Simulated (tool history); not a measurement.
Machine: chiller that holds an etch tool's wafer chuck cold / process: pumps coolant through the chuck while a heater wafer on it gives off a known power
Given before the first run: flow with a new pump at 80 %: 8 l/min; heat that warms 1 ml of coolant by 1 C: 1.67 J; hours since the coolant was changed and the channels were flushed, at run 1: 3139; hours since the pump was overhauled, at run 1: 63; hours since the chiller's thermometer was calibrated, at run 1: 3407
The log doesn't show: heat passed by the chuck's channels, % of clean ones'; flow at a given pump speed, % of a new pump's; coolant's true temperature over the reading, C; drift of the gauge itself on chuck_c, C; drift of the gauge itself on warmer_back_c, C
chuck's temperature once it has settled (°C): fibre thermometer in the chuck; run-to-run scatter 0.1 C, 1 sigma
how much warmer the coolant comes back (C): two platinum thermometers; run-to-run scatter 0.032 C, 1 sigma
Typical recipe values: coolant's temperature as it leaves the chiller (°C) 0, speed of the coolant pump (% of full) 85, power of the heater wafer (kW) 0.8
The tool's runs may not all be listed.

| run | hour | coolant's temperature as it leaves the chiller (°C) | speed of the coolant pump (% of full) | power of the heater wafer (kW) | hours since the coolant was changed and the channels were flushed | hours since the pump was overhauled | hours since the chiller's thermometer was calibrated | chuck's temperature once it has settled (°C) | how much warmer the coolant comes back (C) |
|---|---|---|---|---|---|---|---|---|---|
| 1 | 0 | 0 | 85 | 0.8 | 3139 | 63 | 3407 | 6.5 | 3.3 |
| 2 | 36.2 | 0 | 85 | 0.8 | 3175 | 99 | 3443 | 6.6 | 3.37 |
| 3 | 76.1 | 0 | 85 | 0.8 | 3215 | 139 | 3483 | 6.5 | 3.33 |
| 4 | 106.7 | 0 | 85 | 0.55 | 3246 | 169 | 3513 | 4.6 | 2.23 |
| 5 | 134.1 | 0 | 85 | 0.55 | 3273 | 197 | 3541 | 4.6 | 2.23 |
| 6 | 166.5 | 0 | 85 | 0.8 | 3306 | 229 | 3573 | 6.4 | 3.31 |
| 7 | 188.7 | 0 | 85 | 0.8 | 3328 | 251 | 3595 | 6.5 | 3.3 |
| 8 | 224 | 0 | 85 | 0.8 | 3363 | 287 | 3631 | 6.4 | 3.27 |
| 9 | 262.1 | -3 | 85 | 0.8 | 3401 | 325 | 3669 | 3.5 | 3.24 |
| 10 | 283.2 | -3 | 85 | 0.8 | 3422 | 346 | 3690 | 3.6 | 3.21 |
| 11 | 332.2 | -3 | 65 | 0.8 | 3471 | 395 | 3739 | 5.3 | 4.38 |
| 12 | 375.3 | -3 | 65 | 0.8 | 3514 | 438 | 3782 | 5.3 | 4.37 |
| 13 | 396.6 | -3 | 65 | 0.8 | 3536 | 459 | 3803 | 5.4 | 4.35 |
| 14 | 436.7 | -3 | 65 | 0.8 | 3576 | 499 | 3843 | 5.4 | 4.31 |
| 15 | 465.1 | -3 | 65 | 0.8 | 3604 | 528 | 3872 | 5.3 | 4.3 |
|  | 505.1 | chiller's thermometer calibrated |
| 16 | 505.1 | -3 | 65 | 0.8 | 3643 | 567 | 0 | 5.3 | 4.27 |
|  | 534.5 | gauge calibrated |
| 17 | 534.5 | -8 | 63 | 0.781 | 3673 | 596 | 29 | 0.2 | 4.56 |
| 18 | 558.8 | 9 | 85 | 0.8 | 3697 | 620 | 54 | 15.5 | 3.4 |
| 19 | 580.9 | 7 | 85 | 0.874 | 3719 | 642 | 76 | 14.1 | 3.62 |
| 20 | 624 | -6 | 79 | 1.04 | 3762 | 686 | 119 | 3.1 | 4.74 |
| 21 | 673.6 | 8 | 77 | 0.471 | 3812 | 735 | 168 | 12.1 | 2.14 |
| 22 | 697.8 | 8 | 77 | 0.471 | 3836 | 759 | 193 | 12.1 | 2.14 |
| 23 | 737.1 | -3 | 85 | 0.6 | 3875 | 799 | 232 | 1.8 | 2.38 |
| 24 | 779.5 | -6 | 74 | 0.66 | 3918 | 841 | 274 | 0.2 | 3.15 |
| 25 | 813.2 | 6 | 75 | 0.482 | 3951 | 875 | 308 | 10.3 | 2.23 |
| 26 | 843.8 | 2 | 70 | 0.482 | 3982 | 905 | 339 | 6.7 | 2.38 |
| 27 | 885.9 | 2 | 70 | 0.482 | 4024 | 947 | 381 | 6.8 | 2.28 |
| 28 | 927.6 | 2 | 70 | 0.907 | 4066 | 989 | 422 | 10.7 | 4.53 |
| 29 | 956.9 | 7 | 99 | 0.525 | 4095 | 1018 | 452 | 10.8 | 1.7 |
| 30 | 983.1 | 7 | 99 | 0.525 | 4121 | 1045 | 478 | 10.9 | 1.67 |
| 31 | 1024.6 | 7 | 99 | 0.525 | 4163 | 1086 | 519 | 10.8 | 1.64 |
| 32 | 1060.4 | 5 | 93 | 0.614 | 4198 | 1122 | 555 | 9.6 | 2.07 |

3 options for the next run, each taken on its own from the tool as it stands now. Forecast them:
| A | 1086.5 | 5 | 92 | 0.614 | 4225 | 1148 | 581 | ? | ? |
| B | 1086.5 | 5 | 94 | 0.63 | 4225 | 1148 | 581 | ? | ? |
| C | 1086.5 | 0 | 96 | 0.535 | 4225 | 1148 | 581 | ? | ? |

| run | chuck's temperature once it has settled (°C) | how much warmer the coolant comes back (C) |
|---|---|---|
| A | 9.6 | 2.11 |
| B | 9.8 | 2.12 |
| C | 3.9 | 1.73 |
Stripped of hidden state, with their random variation kept, the same runs would have yielded:
| run | chuck's temperature once it has settled (°C) | how much warmer the coolant comes back (C) |
|---|---|---|
| A | 9.6 | 2.35 |
| B | 9.8 | 2.36 |
| C | 3.9 | 1.98 |
